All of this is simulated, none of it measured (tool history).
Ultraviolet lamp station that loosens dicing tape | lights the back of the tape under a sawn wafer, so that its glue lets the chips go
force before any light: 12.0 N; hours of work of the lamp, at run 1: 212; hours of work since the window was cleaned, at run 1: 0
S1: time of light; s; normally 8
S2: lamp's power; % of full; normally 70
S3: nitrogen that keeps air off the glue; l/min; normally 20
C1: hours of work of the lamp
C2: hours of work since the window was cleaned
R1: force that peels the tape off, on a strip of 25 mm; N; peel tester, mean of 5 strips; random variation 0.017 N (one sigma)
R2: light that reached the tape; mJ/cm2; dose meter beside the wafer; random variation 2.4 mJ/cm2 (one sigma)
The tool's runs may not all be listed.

run  hour  S1  S2  S3   C1  C2     R1   R2
  1   0.0   8  70  20  212   0  0.880  254
  2   4.7   8  70   7  216   4  2.319  255
  3  13.5   8  70   7  222  10  2.261  249
  4  21.8   8  70   7  229  16  2.399  250
  5  32.1   8  67   7  236  24  2.503  239
     33.4  -- window cleaned of glue's vapour
  6  41.9   8  66  20  243   6  1.020  237
  7  49.6   7  66  22  249  12  1.347  201
     58.9  -- window cleaned of glue's vapour, once more
  8  60.8   9  70  11  257   1  1.278  286

Run 9 comes next. What will it give?
  9  70.6   9  70  11  265   9   ?   ?

{"run 9": {"R1": 1.259, "R2": 284}}
With the hidden condition absent and the run-to-run variation left alone, this run would have shown R1 1.134 N, R2 297 mJ/cm2.
